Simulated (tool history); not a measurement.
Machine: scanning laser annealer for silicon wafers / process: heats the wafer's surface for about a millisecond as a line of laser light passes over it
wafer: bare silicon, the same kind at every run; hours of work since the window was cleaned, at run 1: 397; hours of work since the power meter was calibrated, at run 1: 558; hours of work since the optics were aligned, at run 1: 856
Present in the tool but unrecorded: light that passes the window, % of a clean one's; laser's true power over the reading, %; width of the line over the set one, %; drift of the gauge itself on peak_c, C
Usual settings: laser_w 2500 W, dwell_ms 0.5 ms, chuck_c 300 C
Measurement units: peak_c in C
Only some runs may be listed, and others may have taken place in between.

| run | hour | laser_w | dwell_ms | chuck_c | hours of work since the window was cleaned | hours of work since the power meter was calibrated | hours of work since the optics were aligned | peak_c |
|---|---|---|---|---|---|---|---|---|
| 1 | 0 | 2500 | 0.5 | 300 | 397 | 558 | 856 | 1064 |
| 2 | 14.7 | 2500 | 0.5 | 334 | 408 | 569 | 867 | 1098 |
| 3 | 33.3 | 2500 | 0.5 | 334 | 422 | 583 | 881 | 1097 |
| 4 | 50.7 | 2500 | 0.5 | 300 | 435 | 597 | 895 | 1060 |
| 5 | 68.1 | 2500 | 0.5 | 300 | 448 | 610 | 908 | 1058 |
| 6 | 80.4 | 2500 | 0.5 | 300 | 458 | 619 | 917 | 1060 |
| 7 | 89.8 | 2500 | 0.5 | 300 | 465 | 626 | 924 | 1054 |
| 8 | 108 | 2500 | 0.5 | 300 | 479 | 640 | 938 | 1059 |
| 9 | 122.2 | 2500 | 0.5 | 300 | 490 | 651 | 949 | 1056 |
|  | 126 | window over the wafer cleaned |
| 10 | 136.5 | 2500 | 0.5 | 300 | 8 | 660 | 958 | 1048 |
| 11 | 145.7 | 2739 | 0.5 | 267 | 15 | 667 | 965 | 1082 |

What will run 12 give?
| 12 | 154.1 | 2739 | 0.5 | 267 | 21 | 674 | 971 | ? |

{"run 12": {"peak_c": 1082}}
Had the tool carried no hidden state, the very same run would have given peak_c 1127 C.

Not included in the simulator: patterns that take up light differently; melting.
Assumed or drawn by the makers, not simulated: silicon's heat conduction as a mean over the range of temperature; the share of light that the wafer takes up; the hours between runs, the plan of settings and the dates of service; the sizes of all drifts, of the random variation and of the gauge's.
